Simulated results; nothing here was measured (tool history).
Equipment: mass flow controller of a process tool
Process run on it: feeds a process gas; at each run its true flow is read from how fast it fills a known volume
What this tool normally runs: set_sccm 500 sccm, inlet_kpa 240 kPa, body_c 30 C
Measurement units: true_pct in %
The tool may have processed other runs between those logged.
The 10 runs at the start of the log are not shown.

run     day  set_sccm  inlet_kpa  body_c  true_pct
 11  25.479       500        257      30     98.77
 12  28.142       500        257      30        99
 13  30.712       500        257      30     99.01
 14  32.488       100        240      30     98.41
 15  34.029       100        240      30     98.36
 16    37.5       500        240      30     99.18
 17  39.625       500        240      30     99.12
 18    41.1       282        153      20    100.03
 19  44.483       167        198      35     98.65
 20  47.171       640        231      37     99.16
 21  48.729       640        231      37     99.12
 22  51.288       372        150      38     99.36
 23  54.408       372        143      38     99.27
 24  56.404       372        143      38      99.2
 25  58.383       107        202      33     98.98
 26  60.925       107        202      22      99.6
 27   62.85       222        276      28     98.93
 28  65.404       470        215      21    100.36
 29  66.817       266        240      22      99.8
 30  68.875       832        240      30    100.15
 31  71.317       189        251      30        99
 32    73.8       336        180      30     99.86
 33  77.129       402        206      30     99.92

4 ways to go on from here, each from the tool as it stands after run 33. What would each give?
  A  79.983       297        178      26         ?
  B  79.983       116        240      31         ?
  C  79.983       500        240      37         ?
  D  79.983       500        154      30         ?

run  true_pct
  A    100.14
  B     99.09
  C     99.23
  D    100.42
Take away the tool's hidden state, keep each run's random variation, and the runs would have read:
run  true_pct
  A     98.92
  B      97.9
  C     98.02
  D      99.2
